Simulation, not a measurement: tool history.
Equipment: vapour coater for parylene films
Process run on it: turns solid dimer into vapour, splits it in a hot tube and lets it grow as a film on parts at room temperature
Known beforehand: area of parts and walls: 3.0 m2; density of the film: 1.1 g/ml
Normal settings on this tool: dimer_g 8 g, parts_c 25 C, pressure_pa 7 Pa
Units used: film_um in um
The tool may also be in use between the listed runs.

{"run": 1, "hour": 0.0, "dimer_g": 8, "parts_c": 25, "pressure_pa": 7, "film_um": 1.377}
{"run": 2, "hour": 43.4, "dimer_g": 8, "parts_c": 25, "pressure_pa": 7, "film_um": 1.395}
{"run": 3, "hour": 78.2, "dimer_g": 8, "parts_c": 25, "pressure_pa": 7, "film_um": 1.374}
{"hour": 97.5, "done": "table's thermometer calibrated"}
{"run": 4, "hour": 101.9, "dimer_g": 8, "parts_c": 25, "pressure_pa": 2.68, "film_um": 1.368}
{"hour": 114.6, "done": "trap's valve overhauled"}
{"run": 5, "hour": 133.1, "dimer_g": 8, "parts_c": 25, "pressure_pa": 2.68, "film_um": 1.569}
{"run": 6, "hour": 177.5, "dimer_g": 8, "parts_c": 25, "pressure_pa": 2.68, "film_um": 1.545}
{"run": 7, "hour": 211.7, "dimer_g": 8, "parts_c": 25, "pressure_pa": 2.68, "film_um": 1.533}
{"run": 8, "hour": 237.8, "dimer_g": 8, "parts_c": 25, "pressure_pa": 2.68, "film_um": 1.525}
{"run": 9, "hour": 263.8, "dimer_g": 8, "parts_c": 25, "pressure_pa": 2.68, "film_um": 1.498}
{"run": 10, "hour": 284.9, "dimer_g": 8, "parts_c": 17, "pressure_pa": 2.68, "film_um": 2.105}
{"run": 11, "hour": 313.4, "dimer_g": 8, "parts_c": 17, "pressure_pa": 2.68, "film_um": 2.087}
{"run": 12, "hour": 334.8, "dimer_g": 8, "parts_c": 25, "pressure_pa": 7, "film_um": 1.379}
{"run": 13, "hour": 353.5, "dimer_g": 8, "parts_c": 25, "pressure_pa": 7, "film_um": 1.37}
{"run": 14, "hour": 398.4, "dimer_g": 8, "parts_c": 25, "pressure_pa": 7, "film_um": 1.36}
{"run": 15, "hour": 423.2, "dimer_g": 13, "parts_c": 17, "pressure_pa": 6.3, "film_um": 3.082}
{"run": 16, "hour": 442.1, "dimer_g": 8, "parts_c": 25, "pressure_pa": 2.63, "film_um": 1.433}
{"run": 17, "hour": 471.4, "dimer_g": 12, "parts_c": 20, "pressure_pa": 2.63, "film_um": 2.621}
{"run": 18, "hour": 504.7, "dimer_g": 12, "parts_c": 20, "pressure_pa": 2.63, "film_um": 2.597}
{"run": 19, "hour": 523.5, "dimer_g": 8, "parts_c": 27, "pressure_pa": 10.45, "film_um": 1.182}
{"run": 20, "hour": 551.8, "dimer_g": 9, "parts_c": 26, "pressure_pa": 7, "film_um": 1.413}
{"hour": 560.7, "done": "trap's valve overhauled"}
{"run": 21, "hour": 595.2, "dimer_g": 5, "parts_c": 20, "pressure_pa": 5.03, "film_um": 1.173}
{"run": 22, "hour": 632.5, "dimer_g": 5, "parts_c": 22, "pressure_pa": 7.71, "film_um": 1.022}
{"run": 23, "hour": 676.9, "dimer_g": 4, "parts_c": 26, "pressure_pa": 2.23, "film_um": 0.745}
{"run": 24, "hour": 700.3, "dimer_g": 4, "parts_c": 26, "pressure_pa": 2.23, "film_um": 0.749}
{"run": 25, "hour": 736.4, "dimer_g": 6, "parts_c": 26, "pressure_pa": 2.23, "film_um": 1.117}
{"run": 26, "hour": 761.2, "dimer_g": 6, "parts_c": 26, "pressure_pa": 2.23, "film_um": 1.105}
{"run": 27, "hour": 802.2, "dimer_g": 7, "parts_c": 25, "pressure_pa": 6.71, "film_um": 1.212}

Branching from run 27: 3 alternative next runs. What would each branch give?
{"run": "A", "hour": 830.8, "dimer_g": 8, "parts_c": 26, "pressure_pa": 7, "film_um": "?"}
{"run": "B", "hour": 830.8, "dimer_g": 8, "parts_c": 25, "pressure_pa": 7.32, "film_um": "?"}
{"run": "C", "hour": 830.8, "dimer_g": 7, "parts_c": 25, "pressure_pa": 6.71, "film_um": "?"}

run=A film_um=1.321
run=B film_um=1.383
run=C film_um=1.211
Stripped of hidden state, with their random variation kept, the same runs would have yielded:
run=A film_um=1.415
run=B film_um=1.481
run=C film_um=1.297
